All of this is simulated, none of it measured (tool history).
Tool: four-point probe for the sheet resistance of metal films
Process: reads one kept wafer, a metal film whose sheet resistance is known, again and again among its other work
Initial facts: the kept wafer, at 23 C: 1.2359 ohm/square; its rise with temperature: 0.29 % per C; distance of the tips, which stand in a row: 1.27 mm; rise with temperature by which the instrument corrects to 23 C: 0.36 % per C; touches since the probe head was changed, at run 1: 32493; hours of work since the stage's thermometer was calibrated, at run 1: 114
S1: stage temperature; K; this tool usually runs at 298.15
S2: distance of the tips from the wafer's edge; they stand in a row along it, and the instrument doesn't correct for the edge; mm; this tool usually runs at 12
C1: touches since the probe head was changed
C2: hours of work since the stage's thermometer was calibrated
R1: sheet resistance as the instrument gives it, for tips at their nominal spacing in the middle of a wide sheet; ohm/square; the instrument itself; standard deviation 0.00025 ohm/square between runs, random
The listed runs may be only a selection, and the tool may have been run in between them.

{"run": 1, "hour": 0.0, "S1": 298.15, "S2": 12, "C1": 32493, "C2": 114, "R1": 1.244004}
{"run": 2, "hour": 8.7, "S1": 298.15, "S2": 12, "C1": 32929, "C2": 121, "R1": 1.24429}
{"run": 3, "hour": 21.1, "S1": 298.15, "S2": 12, "C1": 33556, "C2": 130, "R1": 1.24448}
{"run": 4, "hour": 30.0, "S1": 298.15, "S2": 12, "C1": 34002, "C2": 137, "R1": 1.244572}
{"run": 5, "hour": 47.8, "S1": 298.15, "S2": 12, "C1": 34901, "C2": 151, "R1": 1.244158}
{"run": 6, "hour": 57.0, "S1": 298.15, "S2": 12, "C1": 35364, "C2": 159, "R1": 1.244509}
{"run": 7, "hour": 69.2, "S1": 293.15, "S2": 12, "C1": 35978, "C2": 168, "R1": 1.249183}
{"run": 8, "hour": 80.3, "S1": 293.15, "S2": 12, "C1": 36537, "C2": 177, "R1": 1.248792}
{"run": 9, "hour": 94.9, "S1": 299.15, "S2": 12, "C1": 37271, "C2": 188, "R1": 1.243753}
{"run": 10, "hour": 111.8, "S1": 299.15, "S2": 12, "C1": 38125, "C2": 202, "R1": 1.2444}
{"run": 11, "hour": 129.5, "S1": 298.15, "S2": 12, "C1": 39015, "C2": 216, "R1": 1.245104}
{"run": 12, "hour": 146.9, "S1": 298.15, "S2": 12, "C1": 39890, "C2": 229, "R1": 1.245495}
{"run": 13, "hour": 162.8, "S1": 298.15, "S2": 12, "C1": 40690, "C2": 242, "R1": 1.244778}
{"run": 14, "hour": 173.8, "S1": 298.15, "S2": 12, "C1": 41244, "C2": 250, "R1": 1.245788}
{"run": 15, "hour": 190.1, "S1": 306.15, "S2": 12, "C1": 42065, "C2": 263, "R1": 1.238817}
{"run": 16, "hour": 200.9, "S1": 306.15, "S2": 12, "C1": 42610, "C2": 272, "R1": 1.238928}
{"run": 17, "hour": 217.0, "S1": 298.15, "S2": 4, "C1": 43421, "C2": 284, "R1": 1.302209}
{"run": 18, "hour": 229.8, "S1": 298.15, "S2": 12, "C1": 44066, "C2": 295, "R1": 1.246221}
{"run": 19, "hour": 241.0, "S1": 298.15, "S2": 12, "C1": 44632, "C2": 303, "R1": 1.245968}
{"run": 20, "hour": 259.6, "S1": 298.15, "S2": 12, "C1": 45565, "C2": 318, "R1": 1.246283}
{"run": 21, "hour": 274.4, "S1": 298.15, "S2": 12, "C1": 46311, "C2": 330, "R1": 1.24646}
{"run": 22, "hour": 289.0, "S1": 298.15, "S2": 12, "C1": 47046, "C2": 341, "R1": 1.246527}
{"run": 23, "hour": 303.0, "S1": 293.15, "S2": 74, "C1": 47752, "C2": 352, "R1": 1.244263}
{"hour": 305.2, "done": "stage's thermometer calibrated"}
{"run": 24, "hour": 315.1, "S1": 301.15, "S2": 8, "C1": 48336, "C2": 8, "R1": 1.253197}
{"run": 25, "hour": 323.2, "S1": 308.15, "S2": 32, "C1": 48746, "C2": 14, "R1": 1.232812}
{"run": 26, "hour": 339.0, "S1": 308.15, "S2": 32, "C1": 49540, "C2": 27, "R1": 1.232748}
{"run": 27, "hour": 348.5, "S1": 308.15, "S2": 32, "C1": 50019, "C2": 34, "R1": 1.232549}
{"run": 28, "hour": 365.2, "S1": 305.15, "S2": 12, "C1": 50861, "C2": 47, "R1": 1.241816}
{"run": 29, "hour": 375.7, "S1": 298.15, "S2": 35, "C1": 51390, "C2": 55, "R1": 1.241281}
{"run": 30, "hour": 389.6, "S1": 297.15, "S2": 15, "C1": 52087, "C2": 66, "R1": 1.246949}
{"hour": 394.2, "done": "stage's thermometer calibrated, once more"}
{"run": 31, "hour": 402.9, "S1": 296.15, "S2": 42, "C1": 52731, "C2": 7, "R1": 1.241986}
{"run": 32, "hour": 415.6, "S1": 294.15, "S2": 8, "C1": 53372, "C2": 17, "R1": 1.259986}
{"run": 33, "hour": 430.4, "S1": 300.15, "S2": 16, "C1": 54116, "C2": 28, "R1": 1.24277}
{"run": 34, "hour": 442.1, "S1": 297.15, "S2": 8, "C1": 54709, "C2": 38, "R1": 1.257343}
{"run": 35, "hour": 459.4, "S1": 305.15, "S2": 63, "C1": 55580, "C2": 51, "R1": 1.23434}
{"run": 36, "hour": 476.3, "S1": 306.15, "S2": 12, "C1": 56430, "C2": 65, "R1": 1.240855}
{"run": 37, "hour": 494.5, "S1": 292.15, "S2": 43, "C1": 57347, "C2": 79, "R1": 1.247029}
{"run": 38, "hour": 511.6, "S1": 292.15, "S2": 43, "C1": 58206, "C2": 92, "R1": 1.246781}
{"run": 39, "hour": 523.1, "S1": 294.15, "S2": 43, "C1": 58786, "C2": 101, "R1": 1.244279}
{"run": 40, "hour": 540.3, "S1": 306.15, "S2": 9, "C1": 59654, "C2": 115, "R1": 1.247395}
{"run": 41, "hour": 556.1, "S1": 297.15, "S2": 6, "C1": 60447, "C2": 127, "R1": 1.270922}
{"run": 42, "hour": 569.9, "S1": 291.15, "S2": 13, "C1": 61141, "C2": 138, "R1": 1.254413}
{"run": 43, "hour": 587.8, "S1": 298.15, "S2": 10, "C1": 62043, "C2": 152, "R1": 1.252296}
{"run": 44, "hour": 600.7, "S1": 298.15, "S2": 7, "C1": 62695, "C2": 162, "R1": 1.263392}

Run by run, hidden condition taken away, random variation retained:
Hidden conditions of the tool in this case: inner tips' distance over the nominal, %; tips' flats over new ones', %; wafer's true temperature over the reading, C; drift of the gauge itself on sheet_ohm, %.
run=1 R1=1.241551
run=2 R1=1.241753
run=3 R1=1.241823
run=4 R1=1.241835
run=5 R1=1.241257
run=6 R1=1.241519
run=7 R1=1.246051
run=8 R1=1.245552
run=9 R1=1.240391
run=10 R1=1.240873
run=11 R1=1.241415
run=12 R1=1.241643
run=13 R1=1.240783
run=14 R1=1.241691
run=15 R1=1.234604
run=16 R1=1.234614
run=17 R1=1.297514
run=18 R1=1.241585
run=19 R1=1.24123
run=20 R1=1.241369
run=21 R1=1.241411
run=22 R1=1.241346
run=23 R1=1.238948
run=24 R1=1.247405
run=25 R1=1.227052
run=26 R1=1.226841
run=27 R1=1.22656
run=28 R1=1.235626
run=29 R1=1.234972
run=30 R1=1.240482
run=31 R1=1.236392
run=32 R1=1.254203
run=33 R1=1.23692
run=34 R1=1.251324
run=35 R1=1.228269
run=36 R1=1.234595
run=37 R1=1.240562
run=38 R1=1.240169
run=39 R1=1.237569
run=40 R1=1.240517
run=41 R1=1.263767
run=42 R1=1.247206
run=43 R1=1.244935
run=44 R1=1.255843

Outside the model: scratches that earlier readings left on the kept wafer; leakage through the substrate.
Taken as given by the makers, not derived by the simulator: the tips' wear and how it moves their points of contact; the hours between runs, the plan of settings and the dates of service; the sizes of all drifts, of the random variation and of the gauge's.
